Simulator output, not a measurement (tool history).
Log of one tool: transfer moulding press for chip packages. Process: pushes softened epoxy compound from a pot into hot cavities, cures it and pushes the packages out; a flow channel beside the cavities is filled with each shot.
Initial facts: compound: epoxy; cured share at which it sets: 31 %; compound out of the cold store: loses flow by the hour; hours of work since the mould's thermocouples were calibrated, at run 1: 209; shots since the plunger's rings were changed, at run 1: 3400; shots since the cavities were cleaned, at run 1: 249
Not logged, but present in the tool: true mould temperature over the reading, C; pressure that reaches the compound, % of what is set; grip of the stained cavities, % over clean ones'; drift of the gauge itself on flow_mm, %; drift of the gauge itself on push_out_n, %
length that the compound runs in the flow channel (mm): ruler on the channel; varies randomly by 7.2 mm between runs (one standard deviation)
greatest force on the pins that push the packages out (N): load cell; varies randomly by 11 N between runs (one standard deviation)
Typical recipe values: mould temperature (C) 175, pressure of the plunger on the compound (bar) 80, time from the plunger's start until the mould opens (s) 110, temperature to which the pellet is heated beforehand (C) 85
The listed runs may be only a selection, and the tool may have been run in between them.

run,hour,mould temperature (C),pressure of the plunger on the compound (bar),time from the plunger's start until the mould opens (s),temperature to which the pellet is heated beforehand (C),hours of work since the mould's thermocouples were calibrated,shots since the plunger's rings were changed,shots since the cavities were cleaned,incoming compound's hours out of the cold store,length that the compound runs in the flow channel (mm),greatest force on the pins that push the packages out (N)
1,0,175,80,110,85,209,3400,249,38.5,685,607
2,31.2,175,80,110,85,223,3657,506,19.1,743,724
# hour 51.5: cavities cleaned with cleaning compound and waxed
3,77.5,175,80,110,85,244,4025,214,9.9,780,633
4,111.5,175,80,110,85,260,4305,494,14.2,761,754
# hour 131.5: cavities cleaned with cleaning compound and waxed
5,140.1,175,80,110,85,272,4527,71,16,747,564
6,192.1,175,80,110,85,296,4955,499,47.5,614,708
# hour 211: cavities cleaned with cleaning compound and waxed
# hour 227.4: plunger's sealing rings changed
7,235.1,175,80,116,85,314,64,178,45.6,702,531
8,285.2,175,80,116,85,338,476,590,40.4,708,680
# hour 292.5: cavities cleaned with cleaning compound and waxed
9,316.6,175,80,116,85,351,721,198,23.2,771,548
10,346.2,175,80,116,85,365,965,442,45.5,679,633
# hour 371.5: cavities cleaned with cleaning compound and waxed
11,378.6,175,80,116,85,379,1219,59,32.3,740,473
# hour 384.3: mould's thermocouples calibrated
12,424.9,175,80,116,85,19,1583,423,37.9,699,644
# hour 452.8: cavities cleaned with cleaning compound and waxed
13,457.9,175,80,116,85,33,1842,42,32.3,714,449
14,480.1,175,80,110,94,44,2025,225,16.2,766,604
15,510,175,67.2,110,87,57,2271,471,32.1,661,703
# hour 531.4: cavities cleaned with cleaning compound and waxed
16,536.1,178,67.2,110,85,69,2473,39,30.1,652,434
# hour 590.6: mould's thermocouples calibrated, once more
17,590.7,178,67.2,110,85,0,2905,471,28.7,657,641
# hour 612.3: cavities cleaned with cleaning compound and waxed
18,628,174,70,94,94,17,3200,129,16.2,723,840
19,662.8,178,76.3,133,86,33,3486,415,47.6,640,530
# hour 693.6: cavities cleaned with cleaning compound and waxed
20,710.7,175,74.2,99,93,54,3868,141,44.6,629,677
21,760.9,175,72.2,143,85,77,4280,553,8.9,741,582
# hour 773.7: cavities cleaned with cleaning compound and waxed
22,807.1,175,72.2,110,84,98,4648,275,10.7,741,706
23,839.5,170,85.3,130,85,113,4914,541,33,720,745
# hour 851.9: cavities cleaned with cleaning compound and waxed
# hour 877: plunger's sealing rings changed
24,880.4,170,85.3,130,85,130,27,213,10.7,877,623
25,927.2,180,78.4,122,75,152,413,599,13,801,597
# hour 936: cavities cleaned with cleaning compound and waxed
26,952.5,180,78.4,122,75,163,608,136,37.7,706,427
27,981.9,180,78.4,122,75,176,850,378,13.8,785,540
# hour 1015.3: cavities cleaned with cleaning compound and waxed
28,1030.9,175,80,110,80,198,1241,129,27.5,748,605

Each row is a separate what-if for the run after 28, all from the same tool condition, not one after another. Results?
A,1061.9,179,100,102,80,213,1496,384,32.9,?,?
B,1061.9,175,79.8,110,88,213,1496,384,27.5,?,?
C,1061.9,175,76.2,110,85,213,1496,384,20.1,?,?

run,length that the compound runs in the flow channel (mm),greatest force on the pins that push the packages out (N)
A,793,652
B,755,713
C,762,734
Stripped of hidden state, with their random variation kept, the same runs would have yielded:
run,length that the compound runs in the flow channel (mm),greatest force on the pins that push the packages out (N)
A,814,456
B,774,500
C,782,520

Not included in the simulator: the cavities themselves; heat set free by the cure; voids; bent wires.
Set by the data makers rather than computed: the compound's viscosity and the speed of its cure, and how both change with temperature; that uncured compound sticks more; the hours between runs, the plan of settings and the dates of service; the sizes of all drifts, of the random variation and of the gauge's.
